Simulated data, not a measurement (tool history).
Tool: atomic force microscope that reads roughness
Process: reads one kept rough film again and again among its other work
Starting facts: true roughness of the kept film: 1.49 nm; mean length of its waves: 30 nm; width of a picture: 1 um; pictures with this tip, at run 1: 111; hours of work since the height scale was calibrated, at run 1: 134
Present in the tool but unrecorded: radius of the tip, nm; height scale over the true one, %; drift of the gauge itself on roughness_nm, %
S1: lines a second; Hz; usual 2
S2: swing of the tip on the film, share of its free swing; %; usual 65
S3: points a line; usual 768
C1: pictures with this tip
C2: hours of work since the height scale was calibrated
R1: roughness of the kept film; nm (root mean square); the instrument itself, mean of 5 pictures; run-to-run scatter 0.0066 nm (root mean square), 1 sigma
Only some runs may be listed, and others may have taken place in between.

run 1 hour=0 | S1=2 S2=65 S3=768 | C1=111 C2=134 | R1=1.266
run 2 hour=33.3 | S1=2 S2=65 S3=768 | C1=183 C2=155 | R1=1.238
-- hour=108.9 new tip fitted
run 3 hour=111.8 | S1=2 S2=65 S3=768 | C1=7 C2=205 | R1=1.307
run 4 hour=149.7 | S1=2 S2=65 S3=522 | C1=88 C2=229 | R1=1.273
run 5 hour=212.5 | S1=2 S2=65 S3=768 | C1=224 C2=270 | R1=1.214
-- hour=267.7 new tip fitted
run 6 hour=285.4 | S1=3.08 S2=72 S3=710 | C1=38 C2=316 | R1=1.159
run 7 hour=330 | S1=2 S2=73 S3=577 | C1=134 C2=345 | R1=1.205
run 8 hour=396.5 | S1=2 S2=73 S3=324 | C1=277 C2=387 | R1=1.128
-- hour=430.2 new tip fitted
run 9 hour=468.7 | S1=2 S2=57 S3=339 | C1=83 C2=433 | R1=1.31
run 10 hour=536.2 | S1=2.06 S2=77 S3=994 | C1=229 C2=476 | R1=1.136

How would selected steps in R1 from run to run divide? Give the signed amount a tool lacking its hidden state would still show from settings, what came in and random variation, and the signed amount left for the hidden state, including any gauge scatter that is not in both of the compared results.
Run 5 -> 6: S1 2 -> 3.08, S2 65 -> 72, S3 768 -> 710, new tip fitted. R1 -0.055 nm (root mean square): hidden state +0.077, all else -0.132.
Run 8 -> 9: S2 73 -> 57, S3 324 -> 339, new tip fitted. R1 +0.182 nm (root mean square): hidden state +0.075, all else +0.107.
